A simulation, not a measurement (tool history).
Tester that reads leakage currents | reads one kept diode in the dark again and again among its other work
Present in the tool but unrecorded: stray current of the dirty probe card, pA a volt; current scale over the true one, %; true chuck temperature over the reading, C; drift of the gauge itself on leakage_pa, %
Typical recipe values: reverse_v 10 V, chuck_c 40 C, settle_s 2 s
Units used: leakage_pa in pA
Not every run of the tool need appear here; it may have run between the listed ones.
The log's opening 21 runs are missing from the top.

| run | hour | reverse_v | chuck_c | settle_s | hours of work since the probe card was cleaned | hours of work since the tester was calibrated | hours of work since the chuck was calibrated | leakage_pa |
|---|---|---|---|---|---|---|---|---|
|  | 1474.1 | chuck's temperature calibrated |
| 22 | 1507.8 | 1.8 | 57 | 8.9 | 882 | 2645 | 20 | 1300.16 |
| 23 | 1566.7 | 6.4 | 59 | 0.5 | 918 | 2680 | 55 | 3094.57 |
| 24 | 1646.1 | 6.4 | 59 | 0.5 | 965 | 2728 | 103 | 3125.93 |
| 25 | 1735.3 | 14.9 | 40 | 4.99 | 1019 | 2781 | 156 | 1124.63 |
| 26 | 1835.6 | 10.4 | 41 | 1.13 | 1079 | 2841 | 217 | 1009.08 |
| 27 | 1912.4 | 10.4 | 41 | 1.13 | 1125 | 2887 | 263 | 1027.9 |
|  | 1959.3 | tester calibrated |
| 28 | 2003.1 | 10 | 47 | 0.38 | 1178 | 26 | 316 | 1668.81 |
| 29 | 2047.4 | 10.9 | 38 | 0.38 | 1204 | 53 | 342 | 848.14 |
| 30 | 2110.6 | 19.6 | 53 | 2 | 1242 | 91 | 380 | 3923.97 |
| 31 | 2167.2 | 19.6 | 53 | 2 | 1276 | 125 | 414 | 3947.7 |
| 32 | 2237.9 | 19.6 | 53 | 2 | 1319 | 167 | 456 | 4004.5 |
| 33 | 2294.4 | 3.7 | 40 | 0.6 | 1352 | 201 | 490 | 557.23 |
| 34 | 2371.1 | 3.3 | 26 | 1.49 | 1398 | 247 | 536 | 156.96 |
| 35 | 2414.4 | 2 | 24 | 0.89 | 1424 | 273 | 562 | 99.45 |
| 36 | 2503.2 | 10 | 40 | 8.26 | 1477 | 326 | 615 | 997.39 |

What if the next run were any one of these 4? Each begins from the tool's condition after run 36:
| A | 2561.1 | 10 | 52 | 0.75 | 1512 | 360 | 650 | ? |
| B | 2561.1 | 10 | 45 | 5.18 | 1512 | 360 | 650 | ? |
| C | 2561.1 | 1.6 | 54 | 8.26 | 1512 | 360 | 650 | ? |
| D | 2561.1 | 1.6 | 40 | 0.56 | 1512 | 360 | 650 | ? |

| run | leakage_pa |
|---|---|
| A | 2635.76 |
| B | 1506.89 |
| C | 1095.59 |
| D | 355.6 |
Stripped of hidden state, with their random variation kept, the same runs would have yielded:
| run | leakage_pa |
|---|---|
| A | 2312.67 |
| B | 1308.75 |
| C | 966.14 |
| D | 308.67 |

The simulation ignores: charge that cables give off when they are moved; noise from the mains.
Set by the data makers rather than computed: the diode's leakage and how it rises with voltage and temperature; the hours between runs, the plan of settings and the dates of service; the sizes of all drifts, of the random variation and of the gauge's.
